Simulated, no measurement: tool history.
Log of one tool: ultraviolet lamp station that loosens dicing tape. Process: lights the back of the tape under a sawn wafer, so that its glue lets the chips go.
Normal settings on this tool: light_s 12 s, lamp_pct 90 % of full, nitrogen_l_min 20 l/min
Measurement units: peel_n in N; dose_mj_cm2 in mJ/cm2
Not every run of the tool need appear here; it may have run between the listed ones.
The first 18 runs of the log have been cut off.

| run | hour | light_s | lamp_pct | nitrogen_l_min | hours of work of the lamp | hours of work since the window was cleaned | peel_n | dose_mj_cm2 |
|---|---|---|---|---|---|---|---|---|
| 19 | 822.4 | 7 | 90 | 20 | 749 | 84 | 0.46 | 352 |
| 20 | 874.9 | 7 | 90 | 20 | 775 | 110 | 0.467 | 342 |
| 21 | 899.2 | 8 | 90 | 20 | 787 | 122 | 0.388 | 399 |
| 22 | 941.5 | 8 | 90 | 20 | 807 | 143 | 0.38 | 397 |
| 23 | 974 | 8 | 90 | 13 | 823 | 158 | 0.484 | 393 |
| 24 | 1002.3 | 9 | 86 | 20 | 837 | 172 | 0.376 | 425 |
| 25 | 1049 | 7 | 86 | 28 | 860 | 195 | 0.446 | 327 |
| 26 | 1090.3 | 12 | 64 | 12 | 880 | 215 | 0.466 | 414 |
| 27 | 1141 | 8 | 92 | 11 | 905 | 240 | 0.506 | 402 |
| 28 | 1185.5 | 8 | 92 | 11 | 926 | 262 | 0.533 | 403 |
| 29 | 1231.5 | 6 | 90 | 20 | 949 | 284 | 0.591 | 295 |
|  | 1238.4 | gauge calibrated |
|  | 1274.2 | lamp changed |
| 30 | 1274.2 | 6 | 90 | 20 | 0 | 304 | 0.599 | 302 |
| 31 | 1328.8 | 6 | 90 | 11 | 27 | 331 | 0.825 | 298 |
| 32 | 1373.6 | 6 | 90 | 11 | 49 | 353 | 0.851 | 304 |
| 33 | 1408.4 | 15 | 68 | 37 | 66 | 370 | 0.254 | 568 |
| 34 | 1437.5 | 21 | 87 | 24 | 80 | 384 | 0.233 | 1024 |
| 35 | 1464.4 | 21 | 87 | 24 | 93 | 397 | 0.233 | 1024 |
|  | 1474.1 | window cleaned of glue's vapour |
| 36 | 1495.4 | 12 | 90 | 14 | 108 | 10 | 0.275 | 606 |
| 37 | 1552.3 | 17 | 72 | 23 | 136 | 38 | 0.24 | 688 |
| 38 | 1590 | 18 | 91 | 23 | 154 | 57 | 0.221 | 917 |
| 39 | 1644.6 | 18 | 91 | 23 | 181 | 83 | 0.24 | 912 |
| 40 | 1701.8 | 18 | 91 | 23 | 209 | 111 | 0.239 | 910 |
| 41 | 1739.9 | 18 | 91 | 23 | 227 | 130 | 0.237 | 912 |
| 42 | 1782.9 | 12 | 76 | 11 | 248 | 151 | 0.375 | 507 |
| 43 | 1818.6 | 7 | 62 | 13 | 266 | 168 | 1.038 | 243 |

Each row is a separate what-if for the run after 43, all from the same tool condition, not one after another. Results?
| A | 1842.8 | 7 | 75 | 13 | 277 | 180 | ? | ? |
| B | 1842.8 | 9 | 62 | 8 | 277 | 180 | ? | ? |
| C | 1842.8 | 18 | 62 | 18 | 277 | 180 | ? | ? |

| run | peel_n | dose_mj_cm2 |
|---|---|---|
| A | 0.793 | 288 |
| B | 0.959 | 308 |
| C | 0.252 | 617 |
What these runs would have given with no unlogged condition in the tool:
| run | peel_n | dose_mj_cm2 |
|---|---|---|
| A | 0.792 | 293 |
| B | 0.958 | 313 |
| C | 0.251 | 626 |

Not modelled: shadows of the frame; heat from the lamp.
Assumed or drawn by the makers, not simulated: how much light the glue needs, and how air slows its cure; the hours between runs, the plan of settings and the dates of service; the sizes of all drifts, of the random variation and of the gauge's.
